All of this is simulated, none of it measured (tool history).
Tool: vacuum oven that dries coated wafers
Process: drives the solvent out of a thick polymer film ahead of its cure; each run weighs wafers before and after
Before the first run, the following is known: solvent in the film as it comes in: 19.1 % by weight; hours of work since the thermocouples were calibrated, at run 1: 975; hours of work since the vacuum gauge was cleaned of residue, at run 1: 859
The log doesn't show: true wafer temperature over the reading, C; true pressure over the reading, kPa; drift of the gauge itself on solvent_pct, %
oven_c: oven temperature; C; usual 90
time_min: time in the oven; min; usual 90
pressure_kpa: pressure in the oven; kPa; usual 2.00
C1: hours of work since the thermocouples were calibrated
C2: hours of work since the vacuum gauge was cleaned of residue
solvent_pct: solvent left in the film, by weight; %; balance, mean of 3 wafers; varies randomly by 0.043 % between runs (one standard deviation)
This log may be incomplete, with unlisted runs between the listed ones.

Run 1, hour 0.0: usual settings; C1 975; C2 859. Result: solvent_pct 2.52 %.
Run 2, hour 25.1: usual settings; C1 989; C2 874. Result: solvent_pct 2.71 %.
Run 3, hour 50.0: usual settings but time_min 55 min; C1 1004; C2 888. Result: solvent_pct 4.99 %.
Run 4, hour 86.8: usual settings; C1 1025; C2 909. Result: solvent_pct 2.64 %.
Run 5, hour 125.5: usual settings; C1 1047; C2 931. Result: solvent_pct 2.58 %.
Run 6, hour 164.2: usual settings; C1 1069; C2 953. Result: solvent_pct 2.58 %.
Run 7, hour 204.6: usual settings but pressure_kpa 1.63 kPa; C1 1092; C2 976. Result: solvent_pct 2.53 %.
At hour 226.4: oven's thermocouples calibrated.
Run 8, hour 254.1: usual settings but oven_c 100 C, pressure_kpa 1.63 kPa; C1 16; C2 1004. Result: solvent_pct 0.90 %.
Run 9, hour 289.1: usual settings but oven_c 100 C, pressure_kpa 1.63 kPa; C1 36; C2 1024. Result: solvent_pct 0.88 %.
Run 10, hour 320.1: usual settings but oven_c 100 C, pressure_kpa 4.21 kPa; C1 54; C2 1041. Result: solvent_pct 1.52 %.
Run 11, hour 363.7: usual settings but oven_c 100 C, pressure_kpa 4.21 kPa; C1 79; C2 1066. Result: solvent_pct 1.56 %.
Run 12, hour 396.7: usual settings; C1 97; C2 1085. Result: solvent_pct 3.24 %.
At hour 401.5: vacuum gauge cleaned of residue and calibrated.
Run 13, hour 431.2: usual settings; C1 116; C2 17. Result: solvent_pct 3.30 %.
Run 14, hour 451.2: usual settings; C1 128; C2 28. Result: solvent_pct 3.28 %.
Run 15, hour 472.4: usual settings; C1 140; C2 41. Result: solvent_pct 3.29 %.
Run 16, hour 501.0: usual settings but pressure_kpa 1.13 kPa; C1 156; C2 57. Result: solvent_pct 2.99 %.
Run 17, hour 548.3: usual settings; C1 183; C2 84. Result: solvent_pct 3.29 %.
At hour 595.5: vacuum gauge cleaned of residue and calibrated, once more.
Run 18, hour 596.4: usual settings; C1 210; C2 0. Result: solvent_pct 3.14 %.
Run 19, hour 617.8: usual settings; C1 222; C2 13. Result: solvent_pct 3.05 %.
Run 20, hour 647.6: usual settings but oven_c 85 C; C1 239; C2 30. Result: solvent_pct 4.88 %.
Run 21, hour 694.3: usual settings but time_min 146 min; C1 266; C2 57. Result: solvent_pct 1.45 %.
Run 22, hour 722.3: usual settings but time_min 156 min, pressure_kpa 4.77 kPa; C1 282; C2 73. Result: solvent_pct 2.18 %.
Run 23, hour 757.2: usual settings but oven_c 85 C, time_min 54 min, pressure_kpa 1.73 kPa; C1 302; C2 93. Result: solvent_pct 7.37 %.
Run 24, hour 788.2: usual settings but oven_c 95 C, time_min 49 min, pressure_kpa 4.31 kPa; C1 320; C2 110. Result: solvent_pct 4.77 %.
Run 25, hour 826.5: usual settings but oven_c 95 C, time_min 49 min, pressure_kpa 4.54 kPa; C1 342; C2 132. Result: solvent_pct 4.93 %.
Run 26, hour 864.2: usual settings but oven_c 83 C, time_min 146 min, pressure_kpa 1.79 kPa; C1 363; C2 154. Result: solvent_pct 3.09 %.
Run 27, hour 900.3: usual settings but oven_c 82 C, time_min 74 min; C1 384; C2 174. Result: solvent_pct 7.09 %.
Run 28, hour 930.5: usual settings but oven_c 91 C; C1 401; C2 192. Result: solvent_pct 2.74 %.
Run 29, hour 958.8: usual settings but oven_c 91 C; C1 417; C2 208. Result: solvent_pct 2.69 %.
Run 30, hour 981.0: usual settings but oven_c 89 C, time_min 111 min, pressure_kpa 3.67 kPa; C1 430; C2 221. Result: solvent_pct 2.88 %.
Run 31, hour 1016.8: usual settings but oven_c 89 C, time_min 82 min, pressure_kpa 3.67 kPa; C1 451; C2 241. Result: solvent_pct 4.27 %.
Run 32, hour 1049.4: usual settings but oven_c 102 C, time_min 82 min, pressure_kpa 1.92 kPa; C1 469; C2 260. Result: solvent_pct 0.74 %.
Run 33, hour 1082.4: usual settings but oven_c 102 C, time_min 82 min, pressure_kpa 2.94 kPa; C1 488; C2 279. Result: solvent_pct 1.01 %.
Run 34, hour 1111.4: usual settings but time_min 115 min, pressure_kpa 2.30 kPa; C1 505; C2 295. Result: solvent_pct 2.10 %.
Run 35, hour 1146.6: usual settings but oven_c 76 C, time_min 80 min, pressure_kpa 2.30 kPa; C1 525; C2 315. Result: solvent_pct 9.07 %.
Run 36, hour 1169.7: usual settings but oven_c 76 C, time_min 71 min, pressure_kpa 2.30 kPa; C1 538; C2 329. Result: solvent_pct 9.54 %.
Run 37, hour 1216.3: usual settings but oven_c 82 C, time_min 71 min, pressure_kpa 2.30 kPa; C1 565; C2 355. Result: solvent_pct 7.25 %.
Run 38, hour 1259.2: usual settings but oven_c 82 C, time_min 122 min, pressure_kpa 2.30 kPa; C1 589; C2 380. Result: solvent_pct 4.43 %.
Run 39, hour 1292.5: usual settings but time_min 141 min, pressure_kpa 1.47 kPa; C1 609; C2 399. Result: solvent_pct 1.36 %.
Run 40, hour 1319.2: usual settings but time_min 141 min, pressure_kpa 1.47 kPa; C1 624; C2 414. Result: solvent_pct 1.28 %.
Run 41, hour 1343.7: usual settings but time_min 78 min, pressure_kpa 6.08 kPa; C1 638; C2 428. Result: solvent_pct 4.76 %.
Run 42, hour 1379.3: usual settings but oven_c 80 C, time_min 85 min, pressure_kpa 5.89 kPa; C1 658; C2 449. Result: solvent_pct 8.41 %.

For each run, the measured value with the value that run would have given without the tool's hidden condition subtracted. The run-to-run variation is shared by both, the gauge scatter possibly not:
run  solvent_pct
  1        -0.40
  2        -0.41
  3        -0.55
  4        -0.41
  5        -0.41
  6        -0.42
  7        -0.43
  8        +0.11
  9        +0.11
 10        +0.11
 11        +0.11
 12        +0.18
 13        +0.24
 14        +0.24
 15        +0.23
 16        +0.22
 17        +0.22
 18        +0.04
 19        +0.03
 20        +0.04
 21        +0.02
 22        +0.02
 23        +0.01
 24        +0.00
 25        -0.01
 26        -0.01
 27        -0.02
 28        -0.02
 29        -0.02
 30        -0.02
 31        -0.05
 32        +0.00
 33        +0.00
 34        -0.03
 35        -0.07
 36        -0.07
 37        -0.10
 38        -0.08
 39        -0.02
 40        -0.02
 41        -0.10
 42        -0.13
